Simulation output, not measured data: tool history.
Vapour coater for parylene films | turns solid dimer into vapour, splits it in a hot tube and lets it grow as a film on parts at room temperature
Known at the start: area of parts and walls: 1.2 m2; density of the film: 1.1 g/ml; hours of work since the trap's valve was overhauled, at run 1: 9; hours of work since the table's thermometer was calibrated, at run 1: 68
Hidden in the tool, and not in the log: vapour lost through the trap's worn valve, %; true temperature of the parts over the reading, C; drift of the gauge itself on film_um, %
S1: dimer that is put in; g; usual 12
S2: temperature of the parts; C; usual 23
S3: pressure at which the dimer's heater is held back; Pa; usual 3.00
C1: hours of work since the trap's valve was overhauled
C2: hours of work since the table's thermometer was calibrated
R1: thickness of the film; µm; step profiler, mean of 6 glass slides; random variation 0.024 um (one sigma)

{"run": 1, "hour": 0.0, "S1": 12, "S2": 23, "S3": 3.0, "C1": 9, "C2": 68, "R1": 4.58}
{"run": 2, "hour": 52.0, "S1": 12, "S2": 23, "S3": 3.0, "C1": 33, "C2": 92, "R1": 4.63}
{"run": 3, "hour": 132.1, "S1": 12, "S2": 23, "S3": 3.0, "C1": 70, "C2": 129, "R1": 4.61}
{"run": 4, "hour": 210.7, "S1": 12, "S2": 23, "S3": 3.0, "C1": 106, "C2": 165, "R1": 4.65}
{"run": 5, "hour": 247.3, "S1": 12, "S2": 23, "S3": 3.0, "C1": 123, "C2": 182, "R1": 4.65}
{"run": 6, "hour": 292.7, "S1": 12, "S2": 23, "S3": 3.0, "C1": 144, "C2": 203, "R1": 4.66}
{"run": 7, "hour": 371.0, "S1": 12, "S2": 17, "S3": 3.0, "C1": 180, "C2": 240, "R1": 5.85}
{"run": 8, "hour": 438.6, "S1": 12, "S2": 17, "S3": 3.0, "C1": 212, "C2": 271, "R1": 5.87}
{"run": 9, "hour": 470.8, "S1": 12, "S2": 34, "S3": 3.0, "C1": 227, "C2": 286, "R1": 3.13}
{"run": 10, "hour": 511.3, "S1": 12, "S2": 34, "S3": 3.0, "C1": 245, "C2": 305, "R1": 3.11}
{"run": 11, "hour": 550.0, "S1": 12, "S2": 34, "S3": 3.0, "C1": 263, "C2": 322, "R1": 3.13}
{"run": 12, "hour": 597.8, "S1": 12, "S2": 34, "S3": 3.0, "C1": 285, "C2": 345, "R1": 3.11}
{"run": 13, "hour": 658.8, "S1": 12, "S2": 34, "S3": 3.0, "C1": 314, "C2": 373, "R1": 3.11}
{"run": 14, "hour": 707.5, "S1": 12, "S2": 23, "S3": 3.0, "C1": 336, "C2": 395, "R1": 4.69}
{"run": 15, "hour": 753.1, "S1": 11, "S2": 23, "S3": 3.0, "C1": 357, "C2": 416, "R1": 4.31}
{"run": 16, "hour": 796.5, "S1": 11, "S2": 23, "S3": 3.0, "C1": 377, "C2": 437, "R1": 4.29}
{"hour": 811.0, "done": "trap's valve overhauled"}
{"run": 17, "hour": 869.4, "S1": 11, "S2": 23, "S3": 4.84, "C1": 27, "C2": 468, "R1": 4.14}
{"run": 18, "hour": 944.5, "S1": 11, "S2": 23, "S3": 4.84, "C1": 62, "C2": 503, "R1": 4.18}
{"run": 19, "hour": 984.8, "S1": 11, "S2": 23, "S3": 4.84, "C1": 80, "C2": 522, "R1": 4.14}
{"run": 20, "hour": 1024.8, "S1": 11, "S2": 23, "S3": 4.84, "C1": 99, "C2": 540, "R1": 4.19}
{"hour": 1066.0, "done": "gauge calibrated"}
{"run": 21, "hour": 1099.5, "S1": 12, "S2": 27, "S3": 3.0, "C1": 134, "C2": 575, "R1": 3.96}
{"run": 22, "hour": 1147.1, "S1": 12, "S2": 27, "S3": 3.0, "C1": 156, "C2": 597, "R1": 3.98}
{"run": 23, "hour": 1209.8, "S1": 12, "S2": 27, "S3": 3.0, "C1": 185, "C2": 626, "R1": 4.0}
{"run": 24, "hour": 1252.1, "S1": 15, "S2": 27, "S3": 3.0, "C1": 204, "C2": 646, "R1": 5.0}
{"run": 25, "hour": 1311.1, "S1": 15, "S2": 27, "S3": 3.0, "C1": 231, "C2": 673, "R1": 4.96}
{"run": 26, "hour": 1346.4, "S1": 15, "S2": 27, "S3": 3.0, "C1": 248, "C2": 689, "R1": 5.01}
{"run": 27, "hour": 1417.9, "S1": 15, "S2": 27, "S3": 3.0, "C1": 281, "C2": 722, "R1": 5.01}
{"run": 28, "hour": 1477.0, "S1": 5, "S2": 27, "S3": 2.32, "C1": 308, "C2": 750, "R1": 1.69}
{"run": 29, "hour": 1526.1, "S1": 17, "S2": 17, "S3": 7.83, "C1": 331, "C2": 772, "R1": 7.64}
{"run": 30, "hour": 1569.7, "S1": 9, "S2": 17, "S3": 5.23, "C1": 351, "C2": 792, "R1": 4.16}
{"hour": 1638.8, "done": "trap's valve overhauled"}
{"run": 31, "hour": 1639.2, "S1": 12, "S2": 28, "S3": 2.76, "C1": 0, "C2": 823, "R1": 3.9}
{"run": 32, "hour": 1711.0, "S1": 12, "S2": 29, "S3": 5.04, "C1": 33, "C2": 856, "R1": 3.58}
{"run": 33, "hour": 1744.7, "S1": 12, "S2": 24, "S3": 3.0, "C1": 49, "C2": 872, "R1": 4.5}
{"hour": 1764.2, "done": "gauge calibrated"}
{"run": 34, "hour": 1809.1, "S1": 5, "S2": 23, "S3": 9.96, "C1": 79, "C2": 901, "R1": 1.74}
{"run": 35, "hour": 1851.1, "S1": 8, "S2": 35, "S3": 3.0, "C1": 98, "C2": 921, "R1": 1.93}
{"run": 36, "hour": 1900.7, "S1": 17, "S2": 31, "S3": 7.21, "C1": 121, "C2": 944, "R1": 4.49}
{"run": 37, "hour": 1951.9, "S1": 17, "S2": 17, "S3": 3.0, "C1": 145, "C2": 968, "R1": 8.24}
{"run": 38, "hour": 2006.2, "S1": 17, "S2": 17, "S3": 3.0, "C1": 170, "C2": 993, "R1": 8.19}
{"run": 39, "hour": 2043.7, "S1": 9, "S2": 24, "S3": 9.42, "C1": 187, "C2": 1010, "R1": 3.04}
{"run": 40, "hour": 2094.1, "S1": 11, "S2": 27, "S3": 4.36, "C1": 211, "C2": 1033, "R1": 3.57}
{"run": 41, "hour": 2167.4, "S1": 12, "S2": 23, "S3": 3.47, "C1": 245, "C2": 1067, "R1": 4.61}
{"run": 42, "hour": 2240.7, "S1": 12, "S2": 23, "S3": 3.47, "C1": 278, "C2": 1101, "R1": 4.61}
{"run": 43, "hour": 2306.1, "S1": 17, "S2": 19, "S3": 11.15, "C1": 309, "C2": 1131, "R1": 6.86}
{"run": 44, "hour": 2355.0, "S1": 14, "S2": 22, "S3": 3.0, "C1": 331, "C2": 1154, "R1": 5.65}
{"run": 45, "hour": 2388.5, "S1": 12, "S2": 18, "S3": 5.68, "C1": 347, "C2": 1170, "R1": 5.34}
{"run": 46, "hour": 2435.7, "S1": 12, "S2": 18, "S3": 5.68, "C1": 369, "C2": 1191, "R1": 5.37}

The same runs without the tool's hidden state, with the same run-to-run variation:
run=1 R1=4.58
run=2 R1=4.63
run=3 R1=4.60
run=4 R1=4.63
run=5 R1=4.62
run=6 R1=4.63
run=7 R1=5.80
run=8 R1=5.82
run=9 R1=3.10
run=10 R1=3.07
run=11 R1=3.09
run=12 R1=3.07
run=13 R1=3.07
run=14 R1=4.62
run=15 R1=4.24
run=16 R1=4.22
run=17 R1=4.05
run=18 R1=4.09
run=19 R1=4.04
run=20 R1=4.09
run=21 R1=3.96
run=22 R1=3.97
run=23 R1=3.98
run=24 R1=4.98
run=25 R1=4.93
run=26 R1=4.98
run=27 R1=4.98
run=28 R1=1.67
run=29 R1=7.56
run=30 R1=4.12
run=31 R1=3.84
run=32 R1=3.52
run=33 R1=4.42
run=34 R1=1.74
run=35 R1=1.93
run=36 R1=4.47
run=37 R1=8.20
run=38 R1=8.14
run=39 R1=3.02
run=40 R1=3.54
run=41 R1=4.56
run=42 R1=4.56
run=43 R1=6.78
run=44 R1=5.58
run=45 R1=5.27
run=46 R1=5.29
